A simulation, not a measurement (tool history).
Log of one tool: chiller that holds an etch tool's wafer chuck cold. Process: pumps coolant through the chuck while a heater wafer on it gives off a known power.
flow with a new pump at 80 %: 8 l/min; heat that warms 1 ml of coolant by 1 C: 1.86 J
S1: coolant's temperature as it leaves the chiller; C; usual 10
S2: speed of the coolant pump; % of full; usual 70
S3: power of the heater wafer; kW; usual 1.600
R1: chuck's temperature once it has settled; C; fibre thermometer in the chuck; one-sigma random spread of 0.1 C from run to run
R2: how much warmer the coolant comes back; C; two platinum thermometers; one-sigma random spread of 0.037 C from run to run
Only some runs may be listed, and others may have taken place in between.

{"run": 1, "hour": 0.0, "S1": 10, "S2": 70, "S3": 1.6, "R1": 28.8, "R2": 7.47}
{"run": 2, "hour": 38.9, "S1": 10, "S2": 70, "S3": 1.6, "R1": 28.7, "R2": 7.5}
{"run": 3, "hour": 73.1, "S1": 10, "S2": 92, "S3": 1.6, "R1": 24.7, "R2": 5.58}
{"run": 4, "hour": 120.9, "S1": 10, "S2": 70, "S3": 1.6, "R1": 28.8, "R2": 7.45}
{"run": 5, "hour": 189.3, "S1": 10, "S2": 70, "S3": 1.6, "R1": 28.6, "R2": 7.42}
{"run": 6, "hour": 245.2, "S1": 10, "S2": 70, "S3": 1.6, "R1": 28.6, "R2": 7.39}
{"run": 7, "hour": 277.6, "S1": 10, "S2": 70, "S3": 1.305, "R1": 25.3, "R2": 6.08}
{"run": 8, "hour": 336.3, "S1": 10, "S2": 70, "S3": 1.305, "R1": 25.5, "R2": 6.08}
{"run": 9, "hour": 390.7, "S1": 10, "S2": 70, "S3": 1.305, "R1": 25.3, "R2": 6.05}
{"run": 10, "hour": 461.8, "S1": 10, "S2": 70, "S3": 1.305, "R1": 25.4, "R2": 6.1}
{"run": 11, "hour": 519.4, "S1": 10, "S2": 70, "S3": 1.305, "R1": 25.5, "R2": 6.08}
{"run": 12, "hour": 561.5, "S1": 10, "S2": 70, "S3": 1.305, "R1": 25.2, "R2": 6.04}
{"run": 13, "hour": 638.8, "S1": 10, "S2": 70, "S3": 1.305, "R1": 25.3, "R2": 6.06}
{"run": 14, "hour": 699.5, "S1": 10, "S2": 88, "S3": 1.6, "R1": 25.2, "R2": 5.9}
{"run": 15, "hour": 750.6, "S1": 10, "S2": 88, "S3": 1.6, "R1": 25.4, "R2": 5.77}
{"run": 16, "hour": 813.7, "S1": 10, "S2": 70, "S3": 1.417, "R1": 26.6, "R2": 6.58}
{"run": 17, "hour": 860.1, "S1": 10, "S2": 98, "S3": 0.883, "R1": 17.7, "R2": 2.81}
{"run": 18, "hour": 912.5, "S1": 10, "S2": 98, "S3": 0.883, "R1": 17.8, "R2": 2.84}
{"hour": 930.3, "done": "chiller's thermometer calibrated"}
{"run": 19, "hour": 988.8, "S1": 10, "S2": 98, "S3": 0.883, "R1": 17.7, "R2": 2.83}
{"run": 20, "hour": 1064.4, "S1": 10, "S2": 93, "S3": 1.6, "R1": 24.5, "R2": 5.54}
{"run": 21, "hour": 1114.8, "S1": 10, "S2": 93, "S3": 1.6, "R1": 24.6, "R2": 5.47}
{"run": 22, "hour": 1157.6, "S1": 9, "S2": 86, "S3": 1.105, "R1": 19.6, "R2": 4.13}
{"run": 23, "hour": 1205.1, "S1": 10, "S2": 99, "S3": 1.747, "R1": 25.0, "R2": 5.66}
{"run": 24, "hour": 1238.6, "S1": 19, "S2": 60, "S3": 0.955, "R1": 31.8, "R2": 5.22}
{"run": 25, "hour": 1300.0, "S1": 1, "S2": 70, "S3": 1.763, "R1": 21.5, "R2": 8.23}
{"run": 26, "hour": 1348.9, "S1": 10, "S2": 70, "S3": 1.129, "R1": 23.0, "R2": 5.22}
{"run": 27, "hour": 1384.2, "S1": 10, "S2": 70, "S3": 1.129, "R1": 23.3, "R2": 5.27}
{"run": 28, "hour": 1432.2, "S1": 10, "S2": 70, "S3": 1.129, "R1": 23.2, "R2": 5.2}
{"run": 29, "hour": 1467.0, "S1": 7, "S2": 71, "S3": 0.975, "R1": 18.2, "R2": 4.46}
{"run": 30, "hour": 1532.1, "S1": 10, "S2": 60, "S3": 1.41, "R1": 28.7, "R2": 7.73}
{"run": 31, "hour": 1599.8, "S1": 14, "S2": 66, "S3": 1.41, "R1": 31.6, "R2": 6.99}
{"run": 32, "hour": 1660.1, "S1": 14, "S2": 66, "S3": 1.41, "R1": 31.4, "R2": 7.02}

Alternative continuations, all from the tool just after run 32; predict every row:
{"run": "A", "hour": 1714.5, "S1": 14, "S2": 66, "S3": 1.833, "R1": "?", "R2": "?"}
{"run": "B", "hour": 1714.5, "S1": 16, "S2": 66, "S3": 2.143, "R1": "?", "R2": "?"}
{"run": "C", "hour": 1714.5, "S1": 10, "S2": 70, "S3": 2.145, "R1": "?", "R2": "?"}
{"run": "D", "hour": 1714.5, "S1": 13, "S2": 66, "S3": 0.849, "R1": "?", "R2": "?"}

run=A R1=36.5 R2=9.12
run=B R1=42.6 R2=10.64
run=C R1=35.0 R2=10.01
run=D R1=23.6 R2=4.24
Stripped of hidden state, with their random variation kept, the same runs would have yielded:
run=A R1=36.5 R2=9.11
run=B R1=42.6 R2=10.63
run=C R1=35.0 R2=10.00
run=D R1=23.6 R2=4.23

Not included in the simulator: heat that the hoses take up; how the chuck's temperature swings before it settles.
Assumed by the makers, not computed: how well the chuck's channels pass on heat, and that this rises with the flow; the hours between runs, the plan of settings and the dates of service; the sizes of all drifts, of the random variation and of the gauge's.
